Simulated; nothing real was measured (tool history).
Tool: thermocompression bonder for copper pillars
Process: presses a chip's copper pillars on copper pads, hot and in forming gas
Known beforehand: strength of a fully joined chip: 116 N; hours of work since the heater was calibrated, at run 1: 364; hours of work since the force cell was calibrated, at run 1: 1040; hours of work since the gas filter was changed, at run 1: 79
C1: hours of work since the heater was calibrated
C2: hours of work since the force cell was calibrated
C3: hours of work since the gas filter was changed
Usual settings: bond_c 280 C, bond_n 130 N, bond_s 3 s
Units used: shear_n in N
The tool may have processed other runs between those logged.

Run 1, hour 0.0: usual settings; C1 364; C2 1040; C3 79. Result: shear_n 80.2 N.
Run 2, hour 9.1: usual settings but bond_n 194 N; C1 368; C2 1044; C3 83. Result: shear_n 99.9 N.
Run 3, hour 28.6: usual settings but bond_c 300 C; C1 376; C2 1052; C3 91. Result: shear_n 95.3 N.
At hour 37.0: force cell calibrated.
Run 4, hour 47.6: usual settings but bond_c 300 C, bond_n 122 N; C1 384; C2 5; C3 99. Result: shear_n 92.2 N.
Run 5, hour 64.8: usual settings but bond_c 276 C; C1 391; C2 12; C3 106. Result: shear_n 75.6 N.
Run 6, hour 78.5: usual settings but bond_c 276 C; C1 397; C2 18; C3 112. Result: shear_n 76.5 N.
Run 7, hour 93.3: usual settings but bond_c 276 C; C1 403; C2 24; C3 118. Result: shear_n 75.7 N.
Run 8, hour 110.3: usual settings but bond_c 276 C; C1 411; C2 32; C3 125. Result: shear_n 76.4 N.
Run 9, hour 126.0: usual settings but bond_c 276 C; C1 417; C2 38; C3 132. Result: shear_n 75.5 N.
Run 10, hour 139.2: usual settings but bond_c 276 C; C1 423; C2 44; C3 138. Result: shear_n 76.1 N.
Run 11, hour 161.0: usual settings but bond_n 81 N; C1 433; C2 53; C3 147. Result: shear_n 52.4 N.
Run 12, hour 177.5: usual settings but bond_n 81 N; C1 440; C2 60; C3 154. Result: shear_n 52.6 N.
Run 13, hour 193.8: usual settings; C1 447; C2 67; C3 161. Result: shear_n 79.4 N.
Run 14, hour 215.6: usual settings; C1 456; C2 77; C3 171. Result: shear_n 79.5 N.
Run 15, hour 232.2: usual settings but bond_n 164 N; C1 463; C2 84; C3 178. Result: shear_n 93.4 N.
Run 16, hour 246.6: usual settings but bond_n 164 N; C1 469; C2 90; C3 184. Result: shear_n 92.5 N.
Run 17, hour 257.0: usual settings but bond_n 164 N; C1 474; C2 95; C3 189. Result: shear_n 93.8 N.
Run 18, hour 266.3: usual settings but bond_n 164 N; C1 478; C2 99; C3 193. Result: shear_n 92.7 N.
Run 19, hour 284.1: usual settings; C1 485; C2 106; C3 200. Result: shear_n 79.9 N.
Run 20, hour 304.1: usual settings but bond_c 285 C; C1 494; C2 115; C3 209. Result: shear_n 83.3 N.
Run 21, hour 324.1: usual settings but bond_c 285 C; C1 503; C2 124; C3 217. Result: shear_n 84.8 N.
Run 22, hour 336.6: usual settings but bond_c 285 C; C1 508; C2 129; C3 223. Result: shear_n 83.0 N.
Run 23, hour 349.2: usual settings but bond_c 285 C; C1 514; C2 134; C3 228. Result: shear_n 83.6 N.
Run 24, hour 359.9: usual settings but bond_n 136 N, bond_s 5 s; C1 518; C2 139; C3 233. Result: shear_n 92.2 N.
Run 25, hour 379.2: usual settings but bond_n 92 N; C1 526; C2 147; C3 241. Result: shear_n 60.4 N.
At hour 393.9: forming gas filter changed.
Run 26, hour 400.8: usual settings but bond_n 92 N; C1 535; C2 156; C3 3. Result: shear_n 58.9 N.
Run 27, hour 415.9: usual settings but bond_c 289 C, bond_s 4 s; C1 542; C2 163; C3 9. Result: shear_n 92.7 N.
Run 28, hour 429.8: usual settings but bond_n 100 N; C1 548; C2 169; C3 15. Result: shear_n 64.2 N.
Run 29, hour 439.8: usual settings but bond_c 272 C, bond_s 2 s; C1 552; C2 173; C3 20. Result: shear_n 64.2 N.
Run 30, hour 452.0: usual settings but bond_c 253 C, bond_n 98 N, bond_s 2 s; C1 557; C2 178; C3 25. Result: shear_n 34.6 N.
Run 31, hour 471.0: usual settings but bond_c 253 C, bond_n 98 N, bond_s 2 s; C1 566; C2 186; C3 33. Result: shear_n 35.4 N.
Run 32, hour 492.9: usual settings but bond_c 290 C, bond_n 95 N, bond_s 2 s; C1 575; C2 196; C3 43. Result: shear_n 61.0 N.
Run 33, hour 508.2: usual settings but bond_c 271 C, bond_n 95 N, bond_s 5 s; C1 582; C2 202; C3 49. Result: shear_n 63.7 N.
Run 34, hour 528.4: usual settings but bond_c 271 C, bond_n 95 N, bond_s 5 s; C1 590; C2 211; C3 58. Result: shear_n 63.6 N.
Run 35, hour 544.7: usual settings but bond_c 272 C, bond_n 186 N; C1 597; C2 218; C3 65. Result: shear_n 92.8 N.
Run 36, hour 560.0: usual settings but bond_c 272 C, bond_n 186 N; C1 604; C2 225; C3 71. Result: shear_n 92.7 N.
Run 37, hour 570.8: usual settings but bond_s 5 s; C1 609; C2 229; C3 76. Result: shear_n 89.4 N.
Run 38, hour 587.2: usual settings but bond_c 309 C, bond_n 148 N; C1 616; C2 236; C3 83. Result: shear_n 104.6 N.
Run 39, hour 602.5: usual settings but bond_c 309 C, bond_n 173 N, bond_s 2 s; C1 622; C2 243; C3 90. Result: shear_n 105.5 N.
Run 40, hour 623.1: usual settings but bond_n 89 N, bond_s 2 s; C1 631; C2 252; C3 99. Result: shear_n 49.9 N.
Run 41, hour 634.8: usual settings but bond_c 264 C, bond_n 89 N, bond_s 2 s; C1 636; C2 257; C3 104. Result: shear_n 38.3 N.

3 options for the next run, each taken on its own from the tool as it stands now. Forecast them:
Run A, hour 649.4: usual settings but bond_c 264 C, bond_n 131 N, bond_s 2 s; C1 642; C2 263; C3 110. Result: shear_n ?.
Run B, hour 649.4: usual settings but bond_c 302 C; C1 642; C2 263; C3 110. Result: shear_n ?.
Run C, hour 649.4: usual settings but bond_c 276 C, bond_n 152 N, bond_s 4 s; C1 642; C2 263; C3 110. Result: shear_n ?.

run  shear_n
  A     58.2
  B     97.4
  C     90.2
With no hidden state in the tool, these same runs would have given:
run  shear_n
  A     58.3
  B     97.6
  C     90.3
